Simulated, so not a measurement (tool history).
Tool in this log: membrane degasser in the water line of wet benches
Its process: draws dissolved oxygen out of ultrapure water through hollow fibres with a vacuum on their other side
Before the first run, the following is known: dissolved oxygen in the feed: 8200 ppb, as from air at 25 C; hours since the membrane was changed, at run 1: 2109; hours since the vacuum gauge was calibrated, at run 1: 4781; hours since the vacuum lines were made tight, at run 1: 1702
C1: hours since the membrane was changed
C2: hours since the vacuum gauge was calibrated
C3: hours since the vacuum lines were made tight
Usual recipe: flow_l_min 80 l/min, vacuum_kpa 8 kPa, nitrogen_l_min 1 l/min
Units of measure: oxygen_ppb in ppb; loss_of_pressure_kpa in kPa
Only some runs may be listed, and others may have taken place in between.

{"run": 1, "hour": 0.0, "flow_l_min": 80, "vacuum_kpa": 8, "nitrogen_l_min": 1, "C1": 2109, "C2": 4781, "C3": 1702, "oxygen_ppb": 851.2, "loss_of_pressure_kpa": 52.19}
{"run": 2, "hour": 47.3, "flow_l_min": 80, "vacuum_kpa": 8, "nitrogen_l_min": 1, "C1": 2157, "C2": 4828, "C3": 1750, "oxygen_ppb": 847.1, "loss_of_pressure_kpa": 51.86}
{"run": 3, "hour": 111.2, "flow_l_min": 80, "vacuum_kpa": 13.47, "nitrogen_l_min": 1, "C1": 2221, "C2": 4892, "C3": 1814, "oxygen_ppb": 1426.8, "loss_of_pressure_kpa": 51.92}
{"run": 4, "hour": 166.5, "flow_l_min": 80, "vacuum_kpa": 13.47, "nitrogen_l_min": 2.4, "C1": 2276, "C2": 4947, "C3": 1869, "oxygen_ppb": 874.8, "loss_of_pressure_kpa": 52.23}
{"run": 5, "hour": 214.1, "flow_l_min": 80, "vacuum_kpa": 7.19, "nitrogen_l_min": 2.4, "C1": 2323, "C2": 4995, "C3": 1916, "oxygen_ppb": 515.1, "loss_of_pressure_kpa": 52.62}
{"run": 6, "hour": 270.0, "flow_l_min": 59, "vacuum_kpa": 7.19, "nitrogen_l_min": 2.4, "C1": 2379, "C2": 5051, "C3": 1972, "oxygen_ppb": 354.9, "loss_of_pressure_kpa": 38.52}
{"run": 7, "hour": 348.2, "flow_l_min": 80, "vacuum_kpa": 8, "nitrogen_l_min": 1.56, "C1": 2458, "C2": 5129, "C3": 2051, "oxygen_ppb": 685.6, "loss_of_pressure_kpa": 52.39}
{"run": 8, "hour": 386.1, "flow_l_min": 80, "vacuum_kpa": 8, "nitrogen_l_min": 0.73, "C1": 2495, "C2": 5167, "C3": 2088, "oxygen_ppb": 973.5, "loss_of_pressure_kpa": 52.53}
{"run": 9, "hour": 454.4, "flow_l_min": 80, "vacuum_kpa": 8, "nitrogen_l_min": 1.8, "C1": 2564, "C2": 5235, "C3": 2157, "oxygen_ppb": 644.1, "loss_of_pressure_kpa": 52.05}
{"run": 10, "hour": 505.7, "flow_l_min": 80, "vacuum_kpa": 8, "nitrogen_l_min": 1.8, "C1": 2615, "C2": 5286, "C3": 2208, "oxygen_ppb": 645, "loss_of_pressure_kpa": 52.14}
{"run": 11, "hour": 562.5, "flow_l_min": 80, "vacuum_kpa": 8, "nitrogen_l_min": 1.8, "C1": 2672, "C2": 5343, "C3": 2265, "oxygen_ppb": 651.4, "loss_of_pressure_kpa": 52.26}
{"run": 12, "hour": 609.3, "flow_l_min": 80, "vacuum_kpa": 8, "nitrogen_l_min": 1.8, "C1": 2719, "C2": 5390, "C3": 2312, "oxygen_ppb": 645.4, "loss_of_pressure_kpa": 52.45}
{"run": 13, "hour": 683.0, "flow_l_min": 83, "vacuum_kpa": 8, "nitrogen_l_min": 1, "C1": 2792, "C2": 5464, "C3": 2385, "oxygen_ppb": 889, "loss_of_pressure_kpa": 54.76}
{"run": 14, "hour": 748.8, "flow_l_min": 80, "vacuum_kpa": 14.8, "nitrogen_l_min": 1, "C1": 2858, "C2": 5529, "C3": 2451, "oxygen_ppb": 1582.4, "loss_of_pressure_kpa": 52.38}
{"run": 15, "hour": 795.4, "flow_l_min": 80, "vacuum_kpa": 14.8, "nitrogen_l_min": 1, "C1": 2905, "C2": 5576, "C3": 2498, "oxygen_ppb": 1580.6, "loss_of_pressure_kpa": 52.38}
{"run": 16, "hour": 865.1, "flow_l_min": 80, "vacuum_kpa": 8, "nitrogen_l_min": 0.88, "C1": 2974, "C2": 5646, "C3": 2568, "oxygen_ppb": 916.7, "loss_of_pressure_kpa": 52.46}
{"run": 17, "hour": 912.6, "flow_l_min": 80, "vacuum_kpa": 13, "nitrogen_l_min": 0.8, "C1": 3022, "C2": 5693, "C3": 2615, "oxygen_ppb": 1556.8, "loss_of_pressure_kpa": 53.06}
{"run": 18, "hour": 949.5, "flow_l_min": 115, "vacuum_kpa": 18.09, "nitrogen_l_min": 2.72, "C1": 3059, "C2": 5730, "C3": 2652, "oxygen_ppb": 1423.5, "loss_of_pressure_kpa": 75.42}
{"run": 19, "hour": 1004.0, "flow_l_min": 75, "vacuum_kpa": 8, "nitrogen_l_min": 0.5, "C1": 3113, "C2": 5785, "C3": 2706, "oxygen_ppb": 1114.3, "loss_of_pressure_kpa": 49.21}
{"run": 20, "hour": 1061.0, "flow_l_min": 67, "vacuum_kpa": 9.21, "nitrogen_l_min": 0.48, "C1": 3170, "C2": 5842, "C3": 2763, "oxygen_ppb": 1244.5, "loss_of_pressure_kpa": 44.29}
{"run": 21, "hour": 1133.1, "flow_l_min": 80, "vacuum_kpa": 5.9, "nitrogen_l_min": 0.83, "C1": 3242, "C2": 5914, "C3": 2836, "oxygen_ppb": 665.8, "loss_of_pressure_kpa": 52.28}
{"run": 22, "hour": 1212.9, "flow_l_min": 80, "vacuum_kpa": 5.9, "nitrogen_l_min": 0.83, "C1": 3322, "C2": 5993, "C3": 2915, "oxygen_ppb": 667.6, "loss_of_pressure_kpa": 52.35}
{"run": 23, "hour": 1276.1, "flow_l_min": 79, "vacuum_kpa": 11.98, "nitrogen_l_min": 0.65, "C1": 3385, "C2": 6057, "C3": 2978, "oxygen_ppb": 1572.7, "loss_of_pressure_kpa": 51.55}
{"run": 24, "hour": 1334.4, "flow_l_min": 119, "vacuum_kpa": 12.89, "nitrogen_l_min": 0.7, "C1": 3444, "C2": 6115, "C3": 3037, "oxygen_ppb": 2130.1, "loss_of_pressure_kpa": 78.18}
{"run": 25, "hour": 1400.6, "flow_l_min": 119, "vacuum_kpa": 12.89, "nitrogen_l_min": 0.7, "C1": 3510, "C2": 6181, "C3": 3103, "oxygen_ppb": 2109.6, "loss_of_pressure_kpa": 78.67}
{"run": 26, "hour": 1455.5, "flow_l_min": 119, "vacuum_kpa": 12.89, "nitrogen_l_min": 0.7, "C1": 3565, "C2": 6236, "C3": 3158, "oxygen_ppb": 2130.2, "loss_of_pressure_kpa": 78.49}
{"run": 27, "hour": 1502.5, "flow_l_min": 80, "vacuum_kpa": 18.51, "nitrogen_l_min": 1, "C1": 3612, "C2": 6283, "C3": 3205, "oxygen_ppb": 1927.4, "loss_of_pressure_kpa": 52.83}
{"run": 28, "hour": 1569.6, "flow_l_min": 80, "vacuum_kpa": 18.51, "nitrogen_l_min": 1, "C1": 3679, "C2": 6350, "C3": 3272, "oxygen_ppb": 1945.4, "loss_of_pressure_kpa": 52.48}
{"run": 29, "hour": 1631.9, "flow_l_min": 80, "vacuum_kpa": 18.51, "nitrogen_l_min": 1, "C1": 3741, "C2": 6412, "C3": 3334, "oxygen_ppb": 1933.2, "loss_of_pressure_kpa": 52.99}
{"run": 30, "hour": 1697.2, "flow_l_min": 80, "vacuum_kpa": 18.51, "nitrogen_l_min": 1, "C1": 3807, "C2": 6478, "C3": 3400, "oxygen_ppb": 1920, "loss_of_pressure_kpa": 52.84}
{"run": 31, "hour": 1753.5, "flow_l_min": 59, "vacuum_kpa": 18.51, "nitrogen_l_min": 2.67, "C1": 3863, "C2": 6534, "C3": 3456, "oxygen_ppb": 828.8, "loss_of_pressure_kpa": 39.09}

Some steps in oxygen_ppb between neighbouring runs. How much of each would the tool show without its hidden state too (settings, what came in, random variation), and how much is left for the hidden state, with any gauge scatter that isn't in both results?
The hidden state here: membrane still open, %; true pressure behind the membrane over the reading, kPa; air that leaks in behind the membrane, l/min; drift of the gauge itself on oxygen_ppb, %; drift of the gauge itself on loss_of_pressure_kpa, %.
Run 13 -> 14: flow_l_min 83 -> 80, vacuum_kpa 8 -> 14.8. oxygen_ppb +693.4 ppb: hidden state -8.9, all else +702.3.
Run 18 -> 19: flow_l_min 115 -> 75, vacuum_kpa 18.09 -> 8, nitrogen_l_min 2.72 -> 0.5. oxygen_ppb -309.2 ppb: hidden state +31.6, all else -340.8.
Run 22 -> 23: flow_l_min 80 -> 79, vacuum_kpa 5.9 -> 11.98, nitrogen_l_min 0.83 -> 0.65. oxygen_ppb +905.1 ppb: hidden state -6.4, all else +911.5.
Run 26 -> 27: flow_l_min 119 -> 80, vacuum_kpa 12.89 -> 18.51, nitrogen_l_min 0.7 -> 1. oxygen_ppb -202.8 ppb: hidden state -26.8, all else -176.
Run 30 -> 31: flow_l_min 80 -> 59, nitrogen_l_min 1 -> 2.67. oxygen_ppb -1091.2 ppb: hidden state -19.1, all else -1072.1.
